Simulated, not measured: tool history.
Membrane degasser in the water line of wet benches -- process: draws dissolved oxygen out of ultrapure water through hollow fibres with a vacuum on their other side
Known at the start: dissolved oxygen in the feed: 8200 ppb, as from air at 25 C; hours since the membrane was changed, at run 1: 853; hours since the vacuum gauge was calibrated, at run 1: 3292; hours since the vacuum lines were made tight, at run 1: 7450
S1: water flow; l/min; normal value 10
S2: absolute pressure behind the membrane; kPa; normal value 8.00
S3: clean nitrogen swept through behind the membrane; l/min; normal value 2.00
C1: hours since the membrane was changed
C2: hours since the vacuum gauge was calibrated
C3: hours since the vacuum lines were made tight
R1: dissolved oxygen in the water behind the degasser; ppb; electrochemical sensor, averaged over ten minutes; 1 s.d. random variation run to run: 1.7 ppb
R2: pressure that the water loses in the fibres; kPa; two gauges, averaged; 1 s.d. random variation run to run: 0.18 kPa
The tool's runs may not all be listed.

| run | day | S1 | S2 | S3 | C1 | C2 | C3 | R1 | R2 |
|---|---|---|---|---|---|---|---|---|---|
| 1 | 0.000 | 10 | 8.00 | 2.00 | 853 | 3292 | 7450 | 173.3 | 31.75 |
| 2 | 1.683 | 10 | 8.00 | 2.00 | 894 | 3333 | 7490 | 175.5 | 31.63 |
| 3 | 4.350 | 10 | 5.26 | 2.00 | 958 | 3397 | 7554 | 141.6 | 31.97 |
| 4 | 7.050 | 10 | 5.26 | 2.00 | 1023 | 3461 | 7619 | 142.8 | 32.10 |
| 5 | 9.871 | 10 | 5.26 | 2.00 | 1090 | 3529 | 7687 | 143.5 | 31.93 |
| 6 | 11.212 | 13 | 8.00 | 2.00 | 1123 | 3561 | 7719 | 273.3 | 41.69 |
| 7 | 12.996 | 10 | 8.00 | 1.07 | 1165 | 3604 | 7762 | 225.1 | 32.00 |
| 8 | 15.058 | 10 | 8.00 | 2.00 | 1215 | 3654 | 7811 | 177.9 | 32.11 |
| 9 | 16.775 | 10 | 8.00 | 2.00 | 1256 | 3695 | 7852 | 174.3 | 31.96 |
| 10 | 18.875 | 10 | 8.00 | 2.00 | 1306 | 3745 | 7903 | 175.0 | 32.07 |
|  | 19.050 | vacuum gauge calibrated |
| 11 | 20.200 | 10 | 8.00 | 2.00 | 1338 | 28 | 7934 | 177.4 | 32.18 |
| 12 | 23.021 | 10 | 8.00 | 2.00 | 1405 | 95 | 8002 | 175.7 | 31.83 |
| 13 | 25.462 | 10 | 8.00 | 2.00 | 1464 | 154 | 8060 | 176.0 | 32.07 |
| 14 | 26.992 | 10 | 8.00 | 2.00 | 1501 | 191 | 8097 | 176.2 | 31.97 |
| 15 | 29.042 | 10 | 8.00 | 2.00 | 1550 | 240 | 8146 | 178.7 | 32.24 |
|  | 30.650 | vacuum gauge calibrated, once more |
| 16 | 31.633 | 10 | 8.00 | 2.00 | 1612 | 24 | 8208 | 173.4 | 32.21 |
| 17 | 33.671 | 10 | 8.00 | 2.00 | 1661 | 72 | 8257 | 174.2 | 31.99 |
| 18 | 34.812 | 10 | 17.52 | 2.00 | 1688 | 100 | 8284 | 286.3 | 32.04 |
| 19 | 36.217 | 10 | 17.52 | 2.00 | 1722 | 134 | 8318 | 286.6 | 32.19 |
| 20 | 37.375 | 10 | 6.66 | 1.09 | 1749 | 161 | 8346 | 192.7 | 32.24 |
| 21 | 39.496 | 10 | 6.66 | 1.12 | 1800 | 212 | 8397 | 188.9 | 32.12 |
| 22 | 41.033 | 15 | 8.00 | 1.43 | 1837 | 249 | 8434 | 371.8 | 48.22 |
| 23 | 43.512 | 15 | 8.00 | 1.43 | 1897 | 309 | 8493 | 365.2 | 47.86 |
| 24 | 45.142 | 6 | 12.45 | 2.72 | 1936 | 348 | 8532 | 85.4 | 19.42 |
| 25 | 47.742 | 10 | 10.41 | 2.00 | 1998 | 410 | 8595 | 204.7 | 32.17 |
| 26 | 49.575 | 7 | 7.88 | 2.35 | 2042 | 454 | 8639 | 85.8 | 22.69 |
| 27 | 50.817 | 7 | 6.57 | 1.99 | 2072 | 484 | 8668 | 82.5 | 22.26 |
| 28 | 52.333 | 10 | 19.45 | 2.65 | 2108 | 520 | 8705 | 265.3 | 32.31 |
| 29 | 53.958 | 12 | 6.97 | 2.10 | 2147 | 559 | 8744 | 225.6 | 38.56 |
| 30 | 55.196 | 12 | 6.97 | 2.10 | 2177 | 589 | 8774 | 224.1 | 38.96 |
| 31 | 57.992 | 12 | 6.97 | 2.10 | 2244 | 656 | 8841 | 221.1 | 38.79 |
| 32 | 59.633 | 7 | 8.00 | 1.21 | 2284 | 696 | 8880 | 119.4 | 22.53 |
| 33 | 62.358 | 10 | 16.32 | 1.51 | 2349 | 761 | 8945 | 319.6 | 31.93 |

How would selected steps in R1 from run to run divide? Give the signed amount a tool lacking its hidden state would still show from settings, what came in and random variation, and the signed amount left for the hidden state, including any gauge scatter that is not in both of the compared results.
What the log doesn't record here: membrane still open, %; true pressure behind the membrane over the reading, kPa; air that leaks in behind the membrane, l/min; drift of the gauge itself on oxygen_ppb, %; drift of the gauge itself on loss_of_pressure_kpa, %.
Run 21 -> 22: S1 10 -> 15, S2 6.66 -> 8.00, S3 1.12 -> 1.43. R1 +182.9 ppb: hidden state +3.8, all else +179.1.
Run 23 -> 24: S1 15 -> 6, S2 8.00 -> 12.45, S3 1.43 -> 2.72. R1 -279.8 ppb: hidden state -6.8, all else -273.0.
Run 27 -> 28: S1 7 -> 10, S2 6.57 -> 19.45, S3 1.99 -> 2.65. R1 +182.8 ppb: hidden state +4.6, all else +178.2.
Run 32 -> 33: S1 7 -> 10, S2 8.00 -> 16.32, S3 1.21 -> 1.51. R1 +200.2 ppb: hidden state +4.8, all else +195.4.
